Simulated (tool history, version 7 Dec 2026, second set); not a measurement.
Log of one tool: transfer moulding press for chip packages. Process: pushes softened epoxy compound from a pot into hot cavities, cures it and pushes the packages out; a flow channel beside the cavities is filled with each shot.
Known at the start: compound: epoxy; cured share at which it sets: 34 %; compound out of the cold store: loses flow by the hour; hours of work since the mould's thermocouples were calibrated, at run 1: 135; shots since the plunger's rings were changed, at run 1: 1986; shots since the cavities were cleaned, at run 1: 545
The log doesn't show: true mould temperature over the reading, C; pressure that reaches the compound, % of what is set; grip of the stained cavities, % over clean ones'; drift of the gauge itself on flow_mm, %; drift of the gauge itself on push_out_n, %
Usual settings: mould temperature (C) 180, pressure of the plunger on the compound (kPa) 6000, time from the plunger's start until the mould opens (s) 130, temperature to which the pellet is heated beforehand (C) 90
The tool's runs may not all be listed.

run   hour  mould temperature (C)  pressure of the plunger on the compound (kPa)  time from the plunger's start until the mould opens (s)  temperature to which the pellet is heated beforehand (C)  hours of work since the mould's thermocouples were calibrated  shots since the plunger's rings were changed  shots since the cavities were cleaned  incoming compound's hours out of the cold store  length that the compound runs in the flow channel (mm)  greatest force on the pins that push the packages out (N)
  1      0                    180                                           6000                                                      130                                                        90                                                            135                                          1986                                    545                                             21.4                                                     875                                                        359
  2     20                    180                                           6000                                                      130                                                        90                                                            144                                          2117                                    676                                             24.3                                                     856                                                        352
  3   36.1                    180                                           6000                                                      130                                                        90                                                            152                                          2222                                    781                                             25.1                                                     869                                                        385
  4   57.2                    180                                           6000                                                      130                                                        90                                                            161                                          2359                                    918                                             16.1                                                     901                                                        381
  5   74.6                    180                                           6000                                                      130                                                        90                                                            169                                          2472                                   1031                                             19.6                                                     882                                                        389
      80.5  -- cavities cleaned with cleaning compound and waxed
  6   94.2                    180                                           6000                                                      130                                                        90                                                            177                                          2590                                     89                                             40.7                                                     759                                                        227
  7  112.8                    180                                           6000                                                      130                                                        90                                                            185                                          2712                                    211                                             38.7                                                     779                                                        268
  8  128.8                    180                                           6000                                                      130                                                        90                                                            192                                          2816                                    315                                             21.6                                                     861                                                        299
  9  143.6                    180                                           6000                                                      130                                                        90                                                            199                                          2912                                    411                                             43.7                                                     749                                                        317
 10    163                    187                                           6370                                                      134                                                        94                                                            208                                          3039                                    538                                             35.3                                                     795                                                        319
       167  -- mould's thermocouples calibrated
 11  176.9                    188                                           6370                                                      130                                                        94                                                              4                                          3116                                    615                                             32.2                                                     802                                                        328
 12  188.2                    180                                           6000                                                      120                                                        95                                                              9                                          3190                                    689                                             16.2                                                     902                                                        390
 13  206.9                    180                                           6000                                                      120                                                        95                                                             18                                          3312                                    811                                               40                                                     763                                                        390
 14    223                    179                                           6820                                                      149                                                        83                                                             25                                          3417                                    916                                             36.4                                                     835                                                        376
 15  240.3                    179                                           6890                                                      153                                                        83                                                             33                                          3530                                   1029                                               47                                                     779                                                        365
     248.3  -- cavities cleaned with cleaning compound and waxed
 16    251                    182                                           5530                                                      130                                                        89                                                             37                                          3589                                     17                                             11.9                                                     884                                                        202
 17  264.1                    183                                           6100                                                      130                                                        81                                                             43                                          3675                                    103                                               22                                                     855                                                        237
     277.1  -- mould's thermocouples calibrated, once more
 18  277.5                    183                                           6100                                                      130                                                        81                                                              0                                          3750                                    178                                             23.3                                                     837                                                        251

Hidden state or all else? Some run-to-run changes of length that the compound runs in the flow channel (mm), split into what the settings, what came in and random variation would give without the hidden state, and what is left for the hidden state (with any gauge scatter that isn't in both results):
Run 11 -> 12: mould temperature (C) 188 -> 180, pressure of the plunger on the compound (kPa) 6370 -> 6000, time from the plunger's start until the mould opens (s) 130 -> 120, temperature to which the pellet is heated beforehand (C) 94 -> 95. length that the compound runs in the flow channel (mm) +100: hidden state -4, all else +104.
Run 12 -> 13: no setting changed, nothing entered. length that the compound runs in the flow channel (mm) -139: hidden state +4, all else -143.
